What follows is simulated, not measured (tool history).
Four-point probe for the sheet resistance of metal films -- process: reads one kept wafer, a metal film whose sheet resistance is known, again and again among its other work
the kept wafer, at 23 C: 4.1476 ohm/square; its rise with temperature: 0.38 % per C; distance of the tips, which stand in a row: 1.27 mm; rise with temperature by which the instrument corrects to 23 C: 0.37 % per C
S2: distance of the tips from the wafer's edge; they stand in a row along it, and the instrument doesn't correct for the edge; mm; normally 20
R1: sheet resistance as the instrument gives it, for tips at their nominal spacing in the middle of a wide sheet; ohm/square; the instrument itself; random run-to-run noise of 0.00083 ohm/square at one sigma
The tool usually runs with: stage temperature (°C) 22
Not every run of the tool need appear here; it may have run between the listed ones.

{"run": 1, "hour": 0.0, "stage temperature (°C)": 22, "S2": 20, "R1": 4.155923}
{"run": 2, "hour": 59.1, "stage temperature (°C)": 29, "S2": 20, "R1": 4.157262}
{"run": 3, "hour": 126.0, "stage temperature (°C)": 29, "S2": 20, "R1": 4.15758}
{"run": 4, "hour": 197.7, "stage temperature (°C)": 29, "S2": 20, "R1": 4.157577}
{"run": 5, "hour": 264.0, "stage temperature (°C)": 29, "S2": 20, "R1": 4.157305}
{"run": 6, "hour": 298.2, "stage temperature (°C)": 29, "S2": 20, "R1": 4.157969}
{"run": 7, "hour": 364.6, "stage temperature (°C)": 18, "S2": 50, "R1": 4.149348}
{"run": 8, "hour": 413.0, "stage temperature (°C)": 21, "S2": 9, "R1": 4.194476}

What does the tool deliver on the next run?
{"run": 9, "hour": 455.5, "stage temperature (°C)": 21, "S2": 7, "R1": "?"}

Run 9 gave R1 4.220845 ohm/square.
Minus the tool's unlogged condition, the same run would have read R1 4.22008 ohm/square.
